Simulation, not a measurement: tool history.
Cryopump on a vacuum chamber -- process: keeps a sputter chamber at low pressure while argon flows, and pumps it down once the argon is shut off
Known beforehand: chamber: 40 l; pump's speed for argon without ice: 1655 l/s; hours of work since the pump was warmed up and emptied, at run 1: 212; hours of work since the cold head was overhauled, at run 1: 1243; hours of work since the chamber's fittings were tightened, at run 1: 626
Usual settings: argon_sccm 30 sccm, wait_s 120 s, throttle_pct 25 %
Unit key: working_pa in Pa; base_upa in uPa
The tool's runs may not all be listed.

| run | hour | argon_sccm | wait_s | throttle_pct | hours of work since the pump was warmed up and emptied | hours of work since the cold head was overhauled | hours of work since the chamber's fittings were tightened | working_pa | base_upa |
|---|---|---|---|---|---|---|---|---|---|
| 1 | 0.0 | 30 | 120 | 25 | 212 | 1243 | 626 | 0.1257 | 1.01 |
| 2 | 75.8 | 30 | 120 | 25 | 274 | 1305 | 689 | 0.1273 | 1.10 |
| 3 | 129.4 | 30 | 120 | 25 | 319 | 1350 | 733 | 0.1288 | 1.12 |
|  | 150.9 | pump warmed up, emptied and cooled again |
| 4 | 211.2 | 30 | 120 | 25 | 50 | 1413 | 797 | 0.1231 | 1.11 |
| 5 | 317.1 | 30 | 120 | 25 | 138 | 1501 | 884 | 0.1239 | 1.16 |
| 6 | 377.6 | 30 | 120 | 25 | 188 | 1551 | 934 | 0.1259 | 1.20 |
| 7 | 437.1 | 30 | 120 | 53 | 237 | 1600 | 984 | 0.0614 | 1.33 |
| 8 | 503.4 | 16 | 120 | 53 | 292 | 1655 | 1038 | 0.0337 | 1.40 |
|  | 564.5 | pump warmed up, emptied and cooled again |
| 9 | 581.1 | 16 | 120 | 53 | 14 | 1715 | 1098 | 0.0316 | 1.27 |
| 10 | 626.7 | 16 | 120 | 53 | 51 | 1753 | 1136 | 0.0313 | 1.35 |
| 11 | 706.7 | 30 | 120 | 25 | 118 | 1819 | 1202 | 0.1245 | 1.35 |
| 12 | 758.9 | 30 | 120 | 25 | 161 | 1862 | 1246 | 0.1264 | 1.47 |
| 13 | 848.7 | 30 | 120 | 25 | 235 | 1937 | 1320 | 0.1267 | 1.62 |
| 14 | 934.9 | 30 | 120 | 25 | 306 | 2008 | 1391 | 0.1283 | 1.61 |
|  | 970.3 | pump warmed up, emptied and cooled again |
| 15 | 1016.0 | 30 | 120 | 25 | 38 | 2071 | 1454 | 0.1232 | 1.62 |
| 16 | 1089.5 | 30 | 120 | 25 | 99 | 2132 | 1515 | 0.1255 | 1.60 |
| 17 | 1137.8 | 30 | 120 | 25 | 139 | 2172 | 1555 | 0.1249 | 1.70 |
| 18 | 1211.2 | 30 | 120 | 25 | 199 | 2232 | 1616 | 0.1265 | 1.76 |
| 19 | 1311.4 | 30 | 120 | 25 | 282 | 2315 | 1699 | 0.1272 | 1.91 |
|  | 1377.0 | pump warmed up, emptied and cooled again |
| 20 | 1384.2 | 30 | 120 | 25 | 6 | 2371 | 1755 | 0.1249 | 1.74 |
| 21 | 1448.2 | 17 | 53 | 25 | 59 | 2424 | 1808 | 0.0700 | 2.25 |
| 22 | 1507.8 | 17 | 53 | 25 | 108 | 2473 | 1857 | 0.0703 | 2.34 |
| 23 | 1613.1 | 23 | 133 | 22 | 195 | 2561 | 1944 | 0.1102 | 1.97 |
| 24 | 1686.3 | 23 | 133 | 22 | 256 | 2621 | 2005 | 0.1110 | 2.11 |
| 25 | 1766.0 | 30 | 120 | 17 | 322 | 2687 | 2071 | 0.1870 | 2.20 |
|  | 1785.6 | pump warmed up, emptied and cooled again |
| 26 | 1866.7 | 30 | 63 | 20 | 67 | 2766 | 2150 | 0.1573 | 2.44 |
| 27 | 1927.1 | 30 | 63 | 20 | 117 | 2816 | 2200 | 0.1565 | 2.48 |
| 28 | 1975.1 | 30 | 63 | 20 | 157 | 2856 | 2239 | 0.1575 | 2.52 |
| 29 | 2042.6 | 54 | 161 | 30 | 213 | 2912 | 2295 | 0.1901 | 2.20 |
| 30 | 2133.3 | 54 | 161 | 30 | 288 | 2987 | 2370 | 0.1950 | 2.49 |
|  | 2195.1 | pump warmed up, emptied and cooled again |
| 31 | 2218.9 | 19 | 161 | 16 | 20 | 3054 | 2437 | 0.1224 | 2.17 |
| 32 | 2324.8 | 23 | 281 | 25 | 107 | 3141 | 2525 | 0.0970 | 2.23 |
| 33 | 2397.0 | 13 | 120 | 16 | 167 | 3201 | 2584 | 0.0839 | 2.44 |

Across each entry between runs, compare the hidden state at the last listed run before it with the hidden state at the first listed run after it:
Between runs 3 and 4: pump warmed up, emptied and cooled again (hour 150.9)
  pump's speed, % of a pump's without ice: 85.3 -> 97.6; cold plate's temperature, K: 12.76 -> 12.79; leak into the chamber, uPa l/s: 1082 -> 1147
  the result without the hidden state subtracted from the measured one, working_pa: +0.0059 -> +0.0013 Pa; base_upa: +0.58 -> +0.55 uPa
Between runs 8 and 9: pump warmed up, emptied and cooled again (hour 564.5)
  pump's speed, % of a pump's without ice: 87.1 -> 99.3; cold plate's temperature, K: 12.92 -> 12.95; leak into the chamber, uPa l/s: 1421 -> 1488
  the result without the hidden state subtracted from the measured one, working_pa: +0.0028 -> +0.0005 Pa; base_upa: +0.84 -> +0.73 uPa
Between runs 14 and 15: pump warmed up, emptied and cooled again (hour 970.3)
  pump's speed, % of a pump's without ice: 86.7 -> 98.1; cold plate's temperature, K: 13.11 -> 13.14; leak into the chamber, uPa l/s: 1820 -> 1892
  the result without the hidden state subtracted from the measured one, working_pa: +0.0055 -> +0.0013 Pa; base_upa: +1.07 -> +1.03 uPa
Between runs 19 and 20: pump warmed up, emptied and cooled again (hour 1377.0)
  pump's speed, % of a pump's without ice: 87.8 -> 99.2; cold plate's temperature, K: 13.26 -> 13.29; leak into the chamber, uPa l/s: 2179 -> 2235
  the result without the hidden state subtracted from the measured one, working_pa: +0.0051 -> +0.0011 Pa; base_upa: +1.35 -> +1.21 uPa
Between runs 25 and 26: pump warmed up, emptied and cooled again (hour 1785.6)
  pump's speed, % of a pump's without ice: 86.3 -> 96.8; cold plate's temperature, K: 13.46 -> 13.51; leak into the chamber, uPa l/s: 2597 -> 2685
  the result without the hidden state subtracted from the measured one, working_pa: +0.0059 -> +0.0020 Pa; base_upa: +1.68 -> +1.56 uPa
Between runs 30 and 31: pump warmed up, emptied and cooled again (hour 2195.1)
  pump's speed, % of a pump's without ice: 87.7 -> 98.6; cold plate's temperature, K: 13.63 -> 13.66; leak into the chamber, uPa l/s: 2935 -> 3014
  the result without the hidden state subtracted from the measured one, working_pa: +0.0100 -> +0.0010 Pa; base_upa: +2.00 -> +1.72 uPa
